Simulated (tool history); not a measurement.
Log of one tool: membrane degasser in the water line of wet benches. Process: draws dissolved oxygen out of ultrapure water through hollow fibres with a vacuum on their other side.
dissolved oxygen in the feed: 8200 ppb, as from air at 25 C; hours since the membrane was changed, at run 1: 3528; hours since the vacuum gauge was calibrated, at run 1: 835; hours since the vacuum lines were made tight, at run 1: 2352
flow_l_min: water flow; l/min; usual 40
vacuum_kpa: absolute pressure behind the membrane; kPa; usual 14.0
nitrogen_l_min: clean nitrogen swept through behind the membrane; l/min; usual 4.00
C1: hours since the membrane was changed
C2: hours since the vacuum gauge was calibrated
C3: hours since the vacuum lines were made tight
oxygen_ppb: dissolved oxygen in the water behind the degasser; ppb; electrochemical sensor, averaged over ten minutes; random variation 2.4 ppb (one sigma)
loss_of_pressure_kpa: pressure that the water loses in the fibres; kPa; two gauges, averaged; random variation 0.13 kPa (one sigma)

run 1 hour=0.0 | flow_l_min=40 vacuum_kpa=14.0 nitrogen_l_min=4.00 | C1=3528 C2=835 C3=2352 | oxygen_ppb=393.8 loss_of_pressure_kpa=36.53
run 2 hour=67.7 | flow_l_min=40 vacuum_kpa=14.0 nitrogen_l_min=4.00 | C1=3596 C2=903 C3=2420 | oxygen_ppb=393.9 loss_of_pressure_kpa=36.69
run 3 hour=149.2 | flow_l_min=40 vacuum_kpa=14.0 nitrogen_l_min=4.00 | C1=3677 C2=984 C3=2501 | oxygen_ppb=395.6 loss_of_pressure_kpa=36.72
run 4 hour=229.0 | flow_l_min=30 vacuum_kpa=14.0 nitrogen_l_min=4.00 | C1=3757 C2=1064 C3=2581 | oxygen_ppb=244.2 loss_of_pressure_kpa=27.47
run 5 hour=302.0 | flow_l_min=30 vacuum_kpa=14.0 nitrogen_l_min=4.00 | C1=3830 C2=1137 C3=2654 | oxygen_ppb=240.0 loss_of_pressure_kpa=27.51
run 6 hour=382.6 | flow_l_min=30 vacuum_kpa=14.0 nitrogen_l_min=1.79 | C1=3911 C2=1218 C3=2735 | oxygen_ppb=443.2 loss_of_pressure_kpa=27.22
run 7 hour=483.9 | flow_l_min=30 vacuum_kpa=14.0 nitrogen_l_min=1.79 | C1=4012 C2=1319 C3=2836 | oxygen_ppb=437.7 loss_of_pressure_kpa=27.50
run 8 hour=541.8 | flow_l_min=43 vacuum_kpa=14.0 nitrogen_l_min=4.00 | C1=4070 C2=1377 C3=2894 | oxygen_ppb=452.0 loss_of_pressure_kpa=39.32
run 9 hour=628.4 | flow_l_min=43 vacuum_kpa=28.5 nitrogen_l_min=4.00 | C1=4156 C2=1463 C3=2981 | oxygen_ppb=765.5 loss_of_pressure_kpa=39.40
run 10 hour=688.1 | flow_l_min=40 vacuum_kpa=14.0 nitrogen_l_min=4.00 | C1=4216 C2=1523 C3=3040 | oxygen_ppb=393.7 loss_of_pressure_kpa=36.66
run 11 hour=781.4 | flow_l_min=40 vacuum_kpa=14.0 nitrogen_l_min=4.00 | C1=4309 C2=1616 C3=3134 | oxygen_ppb=397.3 loss_of_pressure_kpa=36.27
run 12 hour=874.0 | flow_l_min=42 vacuum_kpa=14.0 nitrogen_l_min=4.00 | C1=4402 C2=1709 C3=3226 | oxygen_ppb=428.5 loss_of_pressure_kpa=38.46
run 13 hour=965.9 | flow_l_min=42 vacuum_kpa=14.0 nitrogen_l_min=4.00 | C1=4494 C2=1801 C3=3318 | oxygen_ppb=429.7 loss_of_pressure_kpa=38.30
run 14 hour=1016.7 | flow_l_min=42 vacuum_kpa=14.0 nitrogen_l_min=4.00 | C1=4545 C2=1852 C3=3369 | oxygen_ppb=437.0 loss_of_pressure_kpa=38.45
run 15 hour=1074.8 | flow_l_min=42 vacuum_kpa=10.7 nitrogen_l_min=4.00 | C1=4603 C2=1910 C3=3427 | oxygen_ppb=356.3 loss_of_pressure_kpa=38.44
run 16 hour=1153.0 | flow_l_min=42 vacuum_kpa=10.7 nitrogen_l_min=4.00 | C1=4681 C2=1988 C3=3505 | oxygen_ppb=360.9 loss_of_pressure_kpa=38.58
run 17 hour=1246.0 | flow_l_min=42 vacuum_kpa=10.7 nitrogen_l_min=4.00 | C1=4774 C2=2081 C3=3598 | oxygen_ppb=355.8 loss_of_pressure_kpa=38.27
run 18 hour=1346.0 | flow_l_min=52 vacuum_kpa=8.5 nitrogen_l_min=2.76 | C1=4874 C2=2181 C3=3698 | oxygen_ppb=545.5 loss_of_pressure_kpa=47.57
run 19 hour=1402.7 | flow_l_min=29 vacuum_kpa=11.7 nitrogen_l_min=7.33 | C1=4931 C2=2238 C3=3755 | oxygen_ppb=127.3 loss_of_pressure_kpa=26.67
run 20 hour=1476.7 | flow_l_min=38 vacuum_kpa=17.4 nitrogen_l_min=10.34 | C1=5005 C2=2312 C3=3829 | oxygen_ppb=255.6 loss_of_pressure_kpa=34.97
run 21 hour=1528.8 | flow_l_min=40 vacuum_kpa=19.0 nitrogen_l_min=4.00 | C1=5057 C2=2364 C3=3881 | oxygen_ppb=513.0 loss_of_pressure_kpa=36.58
run 22 hour=1589.8 | flow_l_min=40 vacuum_kpa=19.0 nitrogen_l_min=4.00 | C1=5118 C2=2425 C3=3942 | oxygen_ppb=503.7 loss_of_pressure_kpa=36.70
run 23 hour=1668.5 | flow_l_min=40 vacuum_kpa=9.6 nitrogen_l_min=4.52 | C1=5196 C2=2503 C3=4021 | oxygen_ppb=289.9 loss_of_pressure_kpa=36.63
run 24 hour=1731.2 | flow_l_min=40 vacuum_kpa=9.6 nitrogen_l_min=4.52 | C1=5259 C2=2566 C3=4083 | oxygen_ppb=287.0 loss_of_pressure_kpa=36.78
run 25 hour=1788.1 | flow_l_min=40 vacuum_kpa=29.6 nitrogen_l_min=5.85 | C1=5316 C2=2623 C3=4140 | oxygen_ppb=560.6 loss_of_pressure_kpa=36.93
run 26 hour=1832.6 | flow_l_min=30 vacuum_kpa=12.0 nitrogen_l_min=4.64 | C1=5361 C2=2668 C3=4185 | oxygen_ppb=188.4 loss_of_pressure_kpa=27.81
run 27 hour=1929.1 | flow_l_min=40 vacuum_kpa=21.7 nitrogen_l_min=5.39 | C1=5457 C2=2764 C3=4281 | oxygen_ppb=465.4 loss_of_pressure_kpa=36.64
run 28 hour=2030.9 | flow_l_min=49 vacuum_kpa=14.0 nitrogen_l_min=8.93 | C1=5559 C2=2866 C3=4383 | oxygen_ppb=428.1 loss_of_pressure_kpa=44.99
run 29 hour=2092.2 | flow_l_min=50 vacuum_kpa=21.6 nitrogen_l_min=2.17 | C1=5620 C2=2927 C3=4444 | oxygen_ppb=1093.2 loss_of_pressure_kpa=46.16
run 30 hour=2159.1 | flow_l_min=50 vacuum_kpa=21.6 nitrogen_l_min=2.17 | C1=5687 C2=2994 C3=4511 | oxygen_ppb=1108.6 loss_of_pressure_kpa=46.09
run 31 hour=2208.6 | flow_l_min=50 vacuum_kpa=21.6 nitrogen_l_min=2.17 | C1=5737 C2=3044 C3=4561 | oxygen_ppb=1107.2 loss_of_pressure_kpa=46.00
run 32 hour=2302.5 | flow_l_min=40 vacuum_kpa=24.4 nitrogen_l_min=4.00 | C1=5831 C2=3137 C3=4655 | oxygen_ppb=625.2 loss_of_pressure_kpa=36.77

3 ways to go on from here, each from the tool as it stands after run 32. What would each give?
run A hour=2374.3 | flow_l_min=40 vacuum_kpa=25.8 nitrogen_l_min=6.91 | C1=5902 C2=3209 C3=4727 | oxygen_ppb=? loss_of_pressure_kpa=?
run B hour=2374.3 | flow_l_min=55 vacuum_kpa=24.4 nitrogen_l_min=4.00 | C1=5902 C2=3209 C3=4727 | oxygen_ppb=? loss_of_pressure_kpa=?
run C hour=2374.3 | flow_l_min=40 vacuum_kpa=13.0 nitrogen_l_min=4.00 | C1=5902 C2=3209 C3=4727 | oxygen_ppb=? loss_of_pressure_kpa=?

run=A oxygen_ppb=457.2 loss_of_pressure_kpa=36.90
run=B oxygen_ppb=971.1 loss_of_pressure_kpa=50.50
run=C oxygen_ppb=378.6 loss_of_pressure_kpa=36.85
Without the tool's hidden state the same runs would have given:
run=A oxygen_ppb=440.5 loss_of_pressure_kpa=36.07
run=B oxygen_ppb=941.9 loss_of_pressure_kpa=49.37
run=C oxygen_ppb=361.0 loss_of_pressure_kpa=36.02
